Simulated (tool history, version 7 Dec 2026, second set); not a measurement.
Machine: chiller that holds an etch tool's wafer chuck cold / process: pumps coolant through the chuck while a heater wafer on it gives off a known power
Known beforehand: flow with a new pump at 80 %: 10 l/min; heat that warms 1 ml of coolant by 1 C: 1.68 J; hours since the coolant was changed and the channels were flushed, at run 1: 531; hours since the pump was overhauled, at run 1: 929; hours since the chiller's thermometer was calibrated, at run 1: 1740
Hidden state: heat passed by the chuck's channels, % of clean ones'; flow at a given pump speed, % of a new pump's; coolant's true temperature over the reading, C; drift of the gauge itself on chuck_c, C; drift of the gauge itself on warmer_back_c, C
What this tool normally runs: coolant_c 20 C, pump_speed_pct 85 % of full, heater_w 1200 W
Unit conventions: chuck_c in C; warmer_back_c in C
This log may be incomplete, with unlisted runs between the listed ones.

run,hour,coolant_c,pump_speed_pct,heater_w,hours since the coolant was changed and the channels were flushed,hours since the pump was overhauled,hours since the chiller's thermometer was calibrated,chuck_c,warmer_back_c
1,0.0,20,85,1200,531,929,1740,28.3,4.20
2,29.6,20,85,1200,561,959,1769,28.5,4.15
3,47.9,20,85,1200,579,977,1787,28.5,4.12
4,69.4,20,61,1200,601,999,1809,30.8,5.93
5,97.9,20,61,1200,629,1027,1838,30.6,5.96
6,122.5,20,61,1200,654,1052,1862,30.9,5.99
7,135.8,20,61,1200,667,1065,1875,30.9,6.02
8,159.5,20,85,1200,691,1089,1899,28.6,4.18
9,174.3,26,85,1200,706,1104,1914,34.5,4.15
10,195.9,20,81,1200,727,1125,1936,28.8,4.40
11,221.3,20,85,1611,753,1151,1961,31.3,5.63
12,239.4,20,85,1611,771,1169,1979,31.6,5.58
13,257.6,17,85,1200,789,1187,1997,25.4,4.14
14,274.6,20,85,757,806,1204,2014,25.2,2.64
15,293.2,18,85,1200,825,1222,2033,26.5,4.13
16,316.6,20,87,672,848,1246,2056,24.5,2.26
17,345.2,20,87,672,877,1274,2085,24.5,2.32
18,368.1,15,65,1143,900,1297,2108,24.8,5.33
19,397.0,15,65,1143,928,1326,2137,25.0,5.41
20,420.1,15,65,1143,952,1349,2160,24.9,5.39
21,444.6,15,94,1143,976,1374,2184,22.3,3.54
22,460.5,17,68,1200,992,1390,2200,27.1,5.36
23,480.1,20,87,1210,1012,1409,2220,28.5,4.09
24,503.0,20,61,1210,1035,1432,2243,31.1,6.03
25,526.4,20,61,1210,1058,1456,2266,31.0,6.15
26,549.6,20,85,774,1081,1479,2289,25.6,2.68
27,566.5,20,85,774,1098,1496,2306,25.5,2.73
28,590.4,20,85,774,1122,1520,2330,25.6,2.70
29,617.6,20,85,774,1149,1547,2357,25.6,2.72
30,638.5,19,85,1200,1170,1568,2378,27.6,4.18

Some steps in chuck_c between neighbouring runs. How much of each would the tool show without its hidden state too (settings, what came in, random variation), and how much is left for the hidden state, with any gauge scatter that isn't in both results?
Run 3 -> 4: pump_speed_pct 85 -> 61. chuck_c +2.3 C: hidden state +0.2, all else +2.1.
Run 8 -> 9: coolant_c 20 -> 26. chuck_c +5.9 C: hidden state +0.0, all else +5.9.
Run 9 -> 10: coolant_c 26 -> 20, pump_speed_pct 85 -> 81. chuck_c -5.7 C: hidden state +0.0, all else -5.7.
Run 12 -> 13: coolant_c 20 -> 17, heater_w 1611 -> 1200. chuck_c -6.2 C: hidden state -0.2, all else -6.0.
Run 17 -> 18: coolant_c 20 -> 15, pump_speed_pct 87 -> 65, heater_w 672 -> 1143. chuck_c +0.3 C: hidden state +0.3, all else +0.0.
Run 25 -> 26: pump_speed_pct 61 -> 85, heater_w 1210 -> 774. chuck_c -5.4 C: hidden state -0.3, all else -5.1.

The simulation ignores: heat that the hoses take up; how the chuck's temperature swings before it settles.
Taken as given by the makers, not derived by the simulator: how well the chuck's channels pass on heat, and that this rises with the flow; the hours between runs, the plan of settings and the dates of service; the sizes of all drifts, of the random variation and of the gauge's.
